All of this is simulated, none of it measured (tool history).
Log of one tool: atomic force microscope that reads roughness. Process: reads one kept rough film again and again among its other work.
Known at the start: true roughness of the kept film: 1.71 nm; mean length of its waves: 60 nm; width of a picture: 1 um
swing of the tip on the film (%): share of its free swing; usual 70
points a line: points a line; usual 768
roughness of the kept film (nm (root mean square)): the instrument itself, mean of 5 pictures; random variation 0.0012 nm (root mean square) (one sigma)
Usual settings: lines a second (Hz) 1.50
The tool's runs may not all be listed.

run   hour  lines a second (Hz)  swing of the tip on the film (%)  points a line  roughness of the kept film (nm (root mean square))
  1    0.0                 1.50                                70            768                                               1.539
  2    8.3                 1.50                                70            768                                               1.538
  3   18.5                 1.50                                70            768                                               1.537
  4   25.9                 1.50                                70            768                                               1.539
  5   35.6                 1.50                                64            768                                               1.573
  6   43.2                 1.50                                69            768                                               1.540
  7   50.4                 1.50                                69            768                                               1.541
  8   58.2                 1.50                                69            768                                               1.541
  9   70.4                 1.50                                70            458                                               1.529
 10   76.5                 3.17                                61            768                                               1.505
      78.3  -- new tip fitted
 11   88.8                 3.17                                61            768                                               1.529
 12   97.9                 3.17                                61            768                                               1.527
 13  109.9                 2.76                                70            655                                               1.453
 14  115.9                 0.91                                75            655                                               1.578
 15  123.5                 0.91                                75            336                                               1.575

Forecast each of these 5 alternatives for the next run:
  A  133.7                 0.59                                63            438                                                   ?
  B  133.7                 2.01                                62            480                                                   ?
  C  133.7                 1.35                                81            336                                                   ?
  D  133.7                 0.75                                78            501                                                   ?
  E  133.7                 1.74                                70            768                                                   ?

run  roughness of the kept film (nm (root mean square))
  A                                               1.648
  B                                               1.570
  C                                               1.475
  D                                               1.577
  E                                               1.531
Without the tool's hidden state the same runs would have given:
run  roughness of the kept film (nm (root mean square))
  A                                               1.655
  B                                               1.578
  C                                               1.482
  D                                               1.584
  E                                               1.538
